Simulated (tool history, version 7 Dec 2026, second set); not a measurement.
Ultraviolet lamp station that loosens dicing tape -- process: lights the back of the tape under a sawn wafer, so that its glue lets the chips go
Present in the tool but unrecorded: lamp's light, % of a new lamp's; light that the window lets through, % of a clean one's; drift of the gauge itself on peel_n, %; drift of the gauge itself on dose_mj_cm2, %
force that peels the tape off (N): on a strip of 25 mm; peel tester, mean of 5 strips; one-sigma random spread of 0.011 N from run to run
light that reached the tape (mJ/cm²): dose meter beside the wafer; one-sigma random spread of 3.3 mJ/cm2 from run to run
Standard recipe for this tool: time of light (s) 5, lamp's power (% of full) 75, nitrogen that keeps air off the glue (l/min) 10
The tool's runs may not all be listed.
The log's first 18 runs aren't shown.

run	hour	time of light (s)	lamp's power (% of full)	nitrogen that keeps air off the glue (l/min)	hours of work of the lamp	hours of work since the window was cleaned	force that peels the tape off (N)	light that reached the tape (mJ/cm²)
19	663.3	3	75	10	114	516	2.003	274
20	702.6	3	75	10	145	546	2.185	269
# hour 706.1: window cleaned of glue's vapour
21	735.2	5	70	10	170	23	0.746	442
22	775.2	5	70	10	201	54	0.767	438
23	822	5	100	10	237	90	0.348	615
24	867	7	62	14	272	125	0.411	513
25	888.9	7	97	9	289	142	0.215	807
26	936.2	6	78	3	326	179	1.243	541
27	963.3	3	72	8	347	200	2.672	244
28	1014.8	3	92	6	387	240	2.306	303
29	1038.1	5	91	3	405	259	1.451	500
30	1061.4	5	91	3	424	277	1.482	488
31	1085.9	9	75	10	443	296	0.232	721
32	1125.4	9	75	10	473	327	0.268	701
33	1155.8	4	73	11	497	350	1.631	296
34	1181.9	2	83	15	517	371	3.501	167
35	1217.6	2	83	15	545	398	3.536	162
36	1269.7	3	92	5	586	439	2.903	264
37	1310	2	64	13	617	470	5.04	121
38	1333.3	2	64	13	635	489	5.055	116
# hour 1362.6: lamp changed
39	1373.1	2	64	13	8	519	3.732	167
40	1408.7	6	64	3	36	546	1.569	482
# hour 1413: window cleaned of glue's vapour
41	1436.7	6	64	3	57	18	1.388	514
42	1472.1	6	64	3	85	46	1.463	507

5 ways to go on from here, each from the tool as it stands after run 42. What would each give?
A	1495.4	2	75	10	103	64	?	?
B	1495.4	2	75	7	103	64	?	?
C	1495.4	4	81	10	103	64	?	?
D	1495.4	5	75	4	103	64	?	?
E	1495.4	3	64	3	103	64	?	?

run	force that peels the tape off (N)	light that reached the tape (mJ/cm²)
A	3.335	199
B	3.634	198
C	0.849	425
D	1.222	490
E	4.033	250
Without the tool's unlogged condition, the same runs would have read:
run	force that peels the tape off (N)	light that reached the tape (mJ/cm²)
A	3.055	213
B	3.36	212
C	0.724	455
D	1.056	525
E	3.745	268

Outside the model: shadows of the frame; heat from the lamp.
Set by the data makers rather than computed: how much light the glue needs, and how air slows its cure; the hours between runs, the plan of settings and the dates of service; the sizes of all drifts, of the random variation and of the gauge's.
